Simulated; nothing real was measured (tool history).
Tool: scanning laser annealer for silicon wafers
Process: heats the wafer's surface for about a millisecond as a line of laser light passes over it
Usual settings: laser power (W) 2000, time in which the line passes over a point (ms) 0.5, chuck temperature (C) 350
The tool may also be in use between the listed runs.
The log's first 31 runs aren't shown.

run,hour,laser power (W),time in which the line passes over a point (ms),chuck temperature (C),hours of work since the window was cleaned,hours of work since the power meter was calibrated,hours of work since the optics were aligned,highest temperature of the surface (C)
32,490.9,2138,0.378,322,262,388,457,1011
33,502.7,2093,0.6,314,268,395,463,1134
34,519.5,2009,0.403,315,277,404,472,974
35,539.2,2176,0.403,358,288,415,483,1077
36,551.6,2146,0.5,349,295,421,490,1128
37,572.8,2000,0.462,350,306,433,501,1044
38,586.2,2000,0.407,385,313,440,508,1042
39,597.1,1808,0.466,320,319,446,514,940
40,618.1,1874,0.557,337,331,458,526,1033
41,631.7,2175,0.371,340,338,465,533,1033

Forecast each of these 4 alternatives for the next run:
A,649.3,2175,0.371,349,348,475,543,?
B,649.3,2090,0.505,370,348,475,543,?
C,649.3,2175,0.441,338,348,475,543,?
D,649.3,1960,0.585,314,348,475,543,?

run,highest temperature of the surface (C)
A,1041
B,1127
C,1085
D,1061
Without the tool's hidden state the same runs would have given:
run,highest temperature of the surface (C)
A,1063
B,1151
C,1108
D,1085

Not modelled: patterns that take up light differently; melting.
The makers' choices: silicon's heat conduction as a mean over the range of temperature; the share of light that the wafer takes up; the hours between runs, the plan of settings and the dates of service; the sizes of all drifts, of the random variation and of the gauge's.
